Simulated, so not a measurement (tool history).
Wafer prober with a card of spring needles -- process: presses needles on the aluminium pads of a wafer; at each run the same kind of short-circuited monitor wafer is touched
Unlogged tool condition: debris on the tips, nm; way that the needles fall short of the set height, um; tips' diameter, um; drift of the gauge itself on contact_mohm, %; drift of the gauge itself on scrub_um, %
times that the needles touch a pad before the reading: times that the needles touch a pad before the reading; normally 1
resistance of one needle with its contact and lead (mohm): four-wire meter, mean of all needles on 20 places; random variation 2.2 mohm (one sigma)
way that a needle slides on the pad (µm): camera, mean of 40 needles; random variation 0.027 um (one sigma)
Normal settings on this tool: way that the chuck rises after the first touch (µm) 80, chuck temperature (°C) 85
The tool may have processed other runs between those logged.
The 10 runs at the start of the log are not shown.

run     day  way that the chuck rises after the first touch (µm)  chuck temperature (°C)  times that the needles touch a pad before the reading  touches since the tips were cleaned  cleanings since the card got new needles  touches since the first contact's height was set  resistance of one needle with its contact and lead (mohm)  way that a needle slides on the pad (µm)
      8.696  -- tips cleaned on abrasive film
      9.071  -- tips cleaned on abrasive film
      9.475  -- tips cleaned on abrasive film
 11   9.475                                                   80                      85                                                      1                                    0                                       138                                              8334                                                        249                                      9.54
      9.917  -- tips cleaned on abrasive film
     10.321  -- tips cleaned on abrasive film
 12    10.4                                                   94                      85                                                      1                                  576                                       140                                             15006                                                        248                                     11.22
     10.779  -- tips cleaned on abrasive film
     11.233  -- tips cleaned on abrasive film
 13  11.258                                                   80                      43                                                      1                                  188                                       142                                             21180                                                        237                                      9.53
     11.625  -- tips cleaned on abrasive film
     12.008  -- tips cleaned on abrasive film
 14  12.367                                                   80                      85                                                      1                                 2580                                       144                                             29152                                                        246                                      9.52
     12.438  -- tips cleaned on abrasive film
     12.862  -- tips cleaned on abrasive film
     13.242  -- tips cleaned on abrasive film
 15  13.504                                                   80                      85                                                      1                                 1902                                       147                                             37336                                                        250                                       9.5
     13.667  -- tips cleaned on abrasive film
     14.062  -- tips cleaned on abrasive film
 16  14.312                                                   92                      76                                                      1                                 1843                                       149                                             43161                                                        242                                     10.94
     14.471  -- tips cleaned on abrasive film
     14.862  -- tips cleaned on abrasive film
     15.275  -- tips cleaned on abrasive film
 17  15.388                                                   80                      45                                                      1                                  838                                       152                                             50879                                                        235                                      9.51
     15.725  -- tips cleaned on abrasive film
     16.108  -- tips cleaned on abrasive film
 18  16.108                                                   80                      45                                                      1                                    0                                       154                                             56032                                                        236                                      9.54
     16.533  -- tips cleaned on abrasive film
     16.962  -- tips cleaned on abrasive film
 19  17.262                                                   80                     111                                                      2                                 2159                                       156                                             64355                                                        254                                      9.49
     17.404  -- tips cleaned on abrasive film
     17.833  -- tips cleaned on abrasive film
 20  18.033                                                   67                      85                                                      1                                 1457                                       158                                             69916                                                        250                                      7.92
     18.288  -- tips cleaned on abrasive film
     18.696  -- tips cleaned on abrasive film
 21  18.896                                                   67                      85                                                      1                                 1457                                       160                                             76104                                                        253                                      7.92
     19.075  -- tips cleaned on abrasive film
     19.479  -- tips cleaned on abrasive film
     19.854  -- tips cleaned on abrasive film
 22  20.175                                                   90                      70                                                      1                                 2329                                       163                                             85324                                                        241                                     10.67

What does the tool deliver on the next run?
     20.238  -- tips cleaned on abrasive film
     20.633  -- tips cleaned on abrasive film
     21.038  -- tips cleaned on abrasive film
     21.417  -- tips cleaned on abrasive film
 23  21.417                                                   90                      70                                                      1                                    0                                       167                                             94225                                                          ?                                         ?

{"run 23": {"resistance of one needle with its contact and lead (mohm)": 242, "way that a needle slides on the pad (µm)": 10.63}}
The same run, on a tool lacking any hidden state, would have yielded resistance of one needle with its contact and lead (mohm) 242, way that a needle slides on the pad (µm) 10.78.
